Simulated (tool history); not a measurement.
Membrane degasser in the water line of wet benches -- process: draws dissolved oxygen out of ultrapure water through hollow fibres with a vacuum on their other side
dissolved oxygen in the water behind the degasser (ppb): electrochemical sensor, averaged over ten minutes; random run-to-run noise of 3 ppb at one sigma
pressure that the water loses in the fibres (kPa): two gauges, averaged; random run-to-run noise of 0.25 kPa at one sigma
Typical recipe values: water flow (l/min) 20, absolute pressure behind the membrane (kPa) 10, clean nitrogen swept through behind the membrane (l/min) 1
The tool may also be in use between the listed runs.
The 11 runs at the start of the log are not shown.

run	hour	water flow (l/min)	absolute pressure behind the membrane (kPa)	clean nitrogen swept through behind the membrane (l/min)	dissolved oxygen in the water behind the degasser (ppb)	pressure that the water loses in the fibres (kPa)
12	1121.8	20	10	1.05	290.2	67.09
13	1218.9	20	10	1.05	294.2	67.04
14	1324.8	20	10	1.05	290.1	66.75
15	1408.7	20	10	1.05	288	67.4
16	1500	20	10	1.05	292.6	67.39
17	1574.8	23	16	2.3	308.2	77.61
18	1678.6	30	14.9	0.4	1367	101.19
19	1794.8	19	18.4	1	601.6	64.07
20	1873.4	19	18.4	1	605.2	63.71
21	1938.6	14	7.4	1	140.2	46.96
22	2009.2	20	12.5	0.45	767.4	67.61
23	2092.8	17	20.6	0.45	1204	57.67
24	2158.9	28	20.6	0.45	1688.1	93.99
25	2285.1	28	20.6	0.45	1682.5	94.61
26	2367.3	28	20.6	0.45	1680.5	94.22
27	2471.2	28	20.6	0.56	1494.6	94.69
28	2555.2	22	14.6	0.49	935.7	73.59
29	2688.4	12	8.2	2.8	55.6	40.06
30	2743.9	20	10	1.81	186.6	67.54
31	2817	20	12.9	1.38	327.8	67.67

5 ways to go on from here, each from the tool as it stands after run 31. What would each give?
A	2940.3	28	7.9	0.88	?	?
B	2940.3	28	15.8	0.73	?	?
C	2940.3	17	12.9	1.27	?	?
D	2940.3	27	7.2	1	?	?
E	2940.3	26	9.3	2.2	?	?

run	dissolved oxygen in the water behind the degasser (ppb)	pressure that the water loses in the fibres (kPa)
A	342.1	94.25
B	929.7	95.03
C	305.5	57.56
D	258.7	91.12
E	195.5	86.95
Without the tool's unlogged condition, the same runs would have read:
run	dissolved oxygen in the water behind the degasser (ppb)	pressure that the water loses in the fibres (kPa)
A	328.2	92.46
B	914.9	93.23
C	296.4	56.47
D	246.2	89.4
E	187.2	85.3
